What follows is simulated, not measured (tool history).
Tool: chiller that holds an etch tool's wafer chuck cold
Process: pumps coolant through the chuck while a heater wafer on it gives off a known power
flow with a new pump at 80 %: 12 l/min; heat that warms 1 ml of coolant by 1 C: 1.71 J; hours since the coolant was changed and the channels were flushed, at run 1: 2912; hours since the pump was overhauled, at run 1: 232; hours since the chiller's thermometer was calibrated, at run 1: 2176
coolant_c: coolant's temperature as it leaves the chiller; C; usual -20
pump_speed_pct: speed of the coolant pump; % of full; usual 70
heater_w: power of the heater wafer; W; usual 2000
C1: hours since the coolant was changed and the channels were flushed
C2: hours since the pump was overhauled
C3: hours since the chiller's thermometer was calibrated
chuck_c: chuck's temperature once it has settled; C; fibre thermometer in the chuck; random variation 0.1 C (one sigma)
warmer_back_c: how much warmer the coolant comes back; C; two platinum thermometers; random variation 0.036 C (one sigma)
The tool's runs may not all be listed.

run 1 hour=0.0 | coolant_c=-20 pump_speed_pct=70 heater_w=2000 | C1=2912 C2=232 C3=2176 | chuck_c=-2.9 warmer_back_c=6.89
run 2 hour=37.1 | coolant_c=-20 pump_speed_pct=70 heater_w=2000 | C1=2949 C2=269 C3=2214 | chuck_c=-2.8 warmer_back_c=6.91
run 3 hour=71.1 | coolant_c=-20 pump_speed_pct=82 heater_w=2000 | C1=2983 C2=303 C3=2248 | chuck_c=-5.4 warmer_back_c=5.73
run 4 hour=123.2 | coolant_c=-14 pump_speed_pct=70 heater_w=2000 | C1=3036 C2=356 C3=2300 | chuck_c=3.0 warmer_back_c=6.94
run 5 hour=165.4 | coolant_c=-14 pump_speed_pct=70 heater_w=2000 | C1=3078 C2=398 C3=2342 | chuck_c=3.2 warmer_back_c=6.92
run 6 hour=192.5 | coolant_c=-20 pump_speed_pct=83 heater_w=2000 | C1=3105 C2=425 C3=2369 | chuck_c=-5.5 warmer_back_c=5.70
-- hour=238.3 coolant changed, channels flushed
run 7 hour=247.7 | coolant_c=-20 pump_speed_pct=83 heater_w=1401 | C1=9 C2=474 C3=2418 | chuck_c=-11.0 warmer_back_c=3.96
run 8 hour=282.3 | coolant_c=-20 pump_speed_pct=83 heater_w=1401 | C1=44 C2=509 C3=2453 | chuck_c=-11.0 warmer_back_c=4.03
run 9 hour=334.5 | coolant_c=-20 pump_speed_pct=83 heater_w=1401 | C1=96 C2=561 C3=2505 | chuck_c=-10.9 warmer_back_c=3.98
run 10 hour=360.8 | coolant_c=-20 pump_speed_pct=83 heater_w=1401 | C1=123 C2=587 C3=2531 | chuck_c=-11.0 warmer_back_c=4.01
run 11 hour=393.6 | coolant_c=-20 pump_speed_pct=91 heater_w=2000 | C1=155 C2=620 C3=2564 | chuck_c=-8.2 warmer_back_c=5.23
run 12 hour=440.2 | coolant_c=-20 pump_speed_pct=91 heater_w=2000 | C1=202 C2=666 C3=2611 | chuck_c=-8.2 warmer_back_c=5.17
run 13 hour=463.4 | coolant_c=-20 pump_speed_pct=91 heater_w=2000 | C1=225 C2=690 C3=2634 | chuck_c=-8.1 warmer_back_c=5.25
-- hour=468.6 chiller's thermometer calibrated
run 14 hour=512.0 | coolant_c=-20 pump_speed_pct=91 heater_w=2000 | C1=273 C2=737 C3=43 | chuck_c=-8.5 warmer_back_c=5.18
run 15 hour=553.7 | coolant_c=-20 pump_speed_pct=91 heater_w=2000 | C1=314 C2=779 C3=85 | chuck_c=-8.6 warmer_back_c=5.20
run 16 hour=591.9 | coolant_c=-20 pump_speed_pct=91 heater_w=2000 | C1=353 C2=817 C3=123 | chuck_c=-8.4 warmer_back_c=5.18
run 17 hour=637.7 | coolant_c=-18 pump_speed_pct=91 heater_w=2489 | C1=398 C2=863 C3=169 | chuck_c=-3.5 warmer_back_c=6.53
run 18 hour=678.1 | coolant_c=-11 pump_speed_pct=75 heater_w=2156 | C1=439 C2=903 C3=209 | chuck_c=4.7 warmer_back_c=6.97
run 19 hour=707.0 | coolant_c=-30 pump_speed_pct=70 heater_w=2021 | C1=468 C2=932 C3=238 | chuck_c=-14.2 warmer_back_c=7.14
run 20 hour=731.6 | coolant_c=-26 pump_speed_pct=70 heater_w=2000 | C1=492 C2=957 C3=263 | chuck_c=-10.6 warmer_back_c=7.06
run 21 hour=764.2 | coolant_c=-20 pump_speed_pct=63 heater_w=2000 | C1=525 C2=990 C3=296 | chuck_c=-2.7 warmer_back_c=7.89
-- hour=787.3 chiller's thermometer calibrated, once more
run 22 hour=795.8 | coolant_c=-20 pump_speed_pct=63 heater_w=2000 | C1=555 C2=1020 C3=8 | chuck_c=-1.5 warmer_back_c=7.93
run 23 hour=821.8 | coolant_c=-20 pump_speed_pct=63 heater_w=2000 | C1=582 C2=1046 C3=34 | chuck_c=-1.5 warmer_back_c=7.90
run 24 hour=874.9 | coolant_c=-21 pump_speed_pct=67 heater_w=2082 | C1=635 C2=1099 C3=88 | chuck_c=-2.8 warmer_back_c=7.72
run 25 hour=925.0 | coolant_c=-21 pump_speed_pct=67 heater_w=2082 | C1=685 C2=1149 C3=138 | chuck_c=-2.8 warmer_back_c=7.75
run 26 hour=952.2 | coolant_c=-21 pump_speed_pct=67 heater_w=2082 | C1=712 C2=1176 C3=165 | chuck_c=-2.8 warmer_back_c=7.66
run 27 hour=977.2 | coolant_c=-21 pump_speed_pct=67 heater_w=2082 | C1=737 C2=1201 C3=190 | chuck_c=-2.8 warmer_back_c=7.75
run 28 hour=1028.5 | coolant_c=-27 pump_speed_pct=67 heater_w=2516 | C1=788 C2=1253 C3=241 | chuck_c=-5.0 warmer_back_c=9.40
run 29 hour=1063.8 | coolant_c=-27 pump_speed_pct=67 heater_w=2690 | C1=824 C2=1288 C3=277 | chuck_c=-3.4 warmer_back_c=9.98
run 30 hour=1115.8 | coolant_c=-13 pump_speed_pct=65 heater_w=2000 | C1=876 C2=1340 C3=328 | chuck_c=5.0 warmer_back_c=7.72
run 31 hour=1167.2 | coolant_c=-13 pump_speed_pct=65 heater_w=2000 | C1=927 C2=1391 C3=380 | chuck_c=5.1 warmer_back_c=7.69

Hidden state or all else? Some run-to-run changes of chuck_c, split into what the settings, what came in and random variation would give without the hidden state, and what is left for the hidden state (with any gauge scatter that isn't in both results):
The hidden state here: heat passed by the chuck's channels, % of clean ones'; flow at a given pump speed, % of a new pump's; coolant's true temperature over the reading, C; drift of the gauge itself on chuck_c, C; drift of the gauge itself on warmer_back_c, C.
Run 2 -> 3: pump_speed_pct 70 -> 82. chuck_c -2.6 C: hidden state -0.3, all else -2.3.
Run 3 -> 4: coolant_c -20 -> -14, pump_speed_pct 82 -> 70. chuck_c +8.4 C: hidden state +0.2, all else +8.2.
Run 5 -> 6: coolant_c -14 -> -20, pump_speed_pct 70 -> 83. chuck_c -8.7 C: hidden state -0.2, all else -8.5.
Run 6 -> 7: heater_w 2000 -> 1401, coolant changed, channels flushed. chuck_c -5.5 C: hidden state -1.6, all else -3.9.
Run 18 -> 19: coolant_c -11 -> -30, pump_speed_pct 75 -> 70, heater_w 2156 -> 2021. chuck_c -18.9 C: hidden state +0.1, all else -19.0.
Run 21 -> 22: chiller's thermometer calibrated, once more. chuck_c +1.2 C: hidden state +1.0, all else +0.2.

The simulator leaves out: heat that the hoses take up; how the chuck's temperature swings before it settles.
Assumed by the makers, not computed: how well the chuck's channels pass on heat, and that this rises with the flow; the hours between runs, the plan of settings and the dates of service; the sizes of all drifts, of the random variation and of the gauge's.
